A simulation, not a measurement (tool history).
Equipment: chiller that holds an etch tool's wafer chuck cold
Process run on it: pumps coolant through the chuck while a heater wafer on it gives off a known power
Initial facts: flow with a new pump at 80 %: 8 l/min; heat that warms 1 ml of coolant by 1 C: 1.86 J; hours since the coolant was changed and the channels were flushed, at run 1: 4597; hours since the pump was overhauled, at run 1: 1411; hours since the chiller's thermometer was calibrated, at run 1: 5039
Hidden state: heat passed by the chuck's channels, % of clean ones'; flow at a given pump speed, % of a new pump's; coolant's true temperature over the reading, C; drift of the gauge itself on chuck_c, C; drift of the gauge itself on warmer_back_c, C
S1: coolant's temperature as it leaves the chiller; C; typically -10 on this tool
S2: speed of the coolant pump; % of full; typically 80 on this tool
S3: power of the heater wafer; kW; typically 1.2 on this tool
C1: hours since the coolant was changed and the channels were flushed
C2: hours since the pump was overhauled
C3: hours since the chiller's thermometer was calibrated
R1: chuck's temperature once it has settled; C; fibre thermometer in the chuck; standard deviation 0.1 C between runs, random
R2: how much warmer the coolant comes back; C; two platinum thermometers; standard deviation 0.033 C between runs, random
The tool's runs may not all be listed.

run,hour,S1,S2,S3,C1,C2,C3,R1,R2
1,0,-10,80,1.2,4597,1411,5039,4.6,4.81
2,97.6,-10,80,1.2,4695,1509,5137,4.5,4.8
3,190.5,-10,80,1.2,4788,1601,5230,4.7,4.88
4,257.6,-10,80,1.2,4855,1668,5297,4.6,4.86
# hour 332.4: chiller's thermometer calibrated
5,346.3,-10,80,0.712,4943,1756,14,-1.3,2.88
6,413.3,-10,80,0.712,5010,1823,81,-1.4,2.84
7,480.5,-10,80,1.2,5077,1890,148,4.6,4.81
8,534.8,-10,80,0.985,5131,1945,202,1.8,3.98
9,590.9,-10,80,1.2,5187,2001,258,4.5,4.88
10,654.7,-10,80,1.2,5251,2065,322,4.6,4.82
11,763.5,-10,80,1.2,5360,2173,431,4.7,4.87
12,824.6,-10,80,1.2,5421,2234,492,4.5,4.81
13,901.3,-10,80,1.2,5498,2311,569,4.6,4.87
14,1008.7,-10,80,1.2,5605,2419,676,4.7,4.88
15,1111.5,-8,80,1.2,5708,2521,779,6.6,4.87
16,1185.7,-8,80,1.2,5782,2596,853,6.6,4.85
# hour 1198: coolant changed, channels flushed
17,1293.2,-20,89,0.632,95,2697,955,-13,2.32
18,1353.3,-3,93,0.632,155,2757,1015,3.8,2.15
19,1443.4,-1,80,0.922,245,2847,1105,10.4,3.75
20,1536.1,-10,78,1.113,338,2940,1198,3.7,4.63
21,1588.6,-10,68,0.966,391,2992,1250,3.2,4.62
22,1669.7,-10,68,0.966,472,3074,1331,3.2,4.62
23,1728.4,-9,68,0.966,530,3132,1390,4.1,4.59
24,1828.4,-19,84,1.2,630,3232,1490,-4.9,4.6
25,1878.8,-6,80,1.2,681,3283,1540,8.4,4.86
26,1934.5,-8,80,0.945,737,3338,1596,3.5,3.83
27,2002,-8,80,0.945,804,3406,1664,3.4,3.79
28,2088.2,-8,80,0.945,890,3492,1750,3.7,3.82
29,2135.5,-10,80,0.778,938,3539,1797,-0.5,3.09
30,2242.6,-10,80,1.007,1045,3646,1904,2.3,4.03
31,2312.2,-10,80,1.007,1114,3716,1974,2.2,4.07
32,2383.9,-16,80,0.996,1186,3788,2045,-3.9,3.99

Forecast each of these 3 alternatives for the next run:
A,2437.9,-17,77,1.1,1240,3842,2099,?,?
B,2437.9,-16,70,0.996,1240,3842,2099,?,?
C,2437.9,-12,66,0.867,1240,3842,2099,?,?

run,R1,R2
A,-3.2,4.65
B,-2.7,4.57
C,0.2,4.3
Take away the tool's hidden state, keep each run's random variation, and the runs would have read:
run,R1,R2
A,-3.2,4.65
B,-2.7,4.57
C,0.2,4.3
